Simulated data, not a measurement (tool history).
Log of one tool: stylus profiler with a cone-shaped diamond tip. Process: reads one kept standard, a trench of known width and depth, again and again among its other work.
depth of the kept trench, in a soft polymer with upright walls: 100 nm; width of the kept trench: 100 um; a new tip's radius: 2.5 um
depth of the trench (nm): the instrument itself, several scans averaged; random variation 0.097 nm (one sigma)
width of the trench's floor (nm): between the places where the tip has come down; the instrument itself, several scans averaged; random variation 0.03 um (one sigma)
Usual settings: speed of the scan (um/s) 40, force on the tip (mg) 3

run    hour  speed of the scan (um/s)  force on the tip (mg)  depth of the trench (nm)  width of the trench's floor (nm)
  1       0                        40                      3                    102.05                             98380
  2    71.5                        40                   4.06                    102.44                             98420
  3   132.9                        40                   8.89                    104.19                             98500
  4   213.3                        32                      3                    101.86                             98430
  5     309                        32                      3                     102.1                             98420
  6   361.3                        40                   1.72                    101.42                             98310
  7   475.1                        40                   1.72                    101.32                             98340
  8   558.9                        40                      3                    102.04                             98350
  9   628.6                        40                      3                    102.15                             98380
 10   716.3                        33                   5.97                    103.33                             98450
      760.5  -- height scale calibrated on a step standard
 11   803.9                        27                   6.43                     103.4                             98490
 12   890.8                        14                   5.86                    102.98                             98470
 13   962.2                        14                   5.86                    103.17                             98510
 14  1056.1                        49                   7.13                    103.63                             98360
 15  1173.4                        27                   3.45                     102.1                             98440
 16  1245.3                        40                   1.56                    101.29                             98310
 17  1357.9                        40                   2.48                    101.91                             98370
 18  1409.3                        13                   2.21                    101.44                             98470

Some steps in width of the trench's floor (nm) between neighbouring runs. How much of each would the tool show without its hidden state too (settings, what came in, random variation), and how much is left for the hidden state, with any gauge scatter that isn't in both results?
The hidden state here: radius of the tip, um; height scale over the true one, %; drift of the gauge itself on depth_nm, %; drift of the gauge itself on floor_um, %.
Run 1 -> 2: force on the tip (mg) 3 -> 4.06. width of the trench's floor (nm) +40: hidden state -10, all else +50.
Run 13 -> 14: speed of the scan (um/s) 14 -> 49, force on the tip (mg) 5.86 -> 7.13. width of the trench's floor (nm) -150: hidden state +0, all else -150.
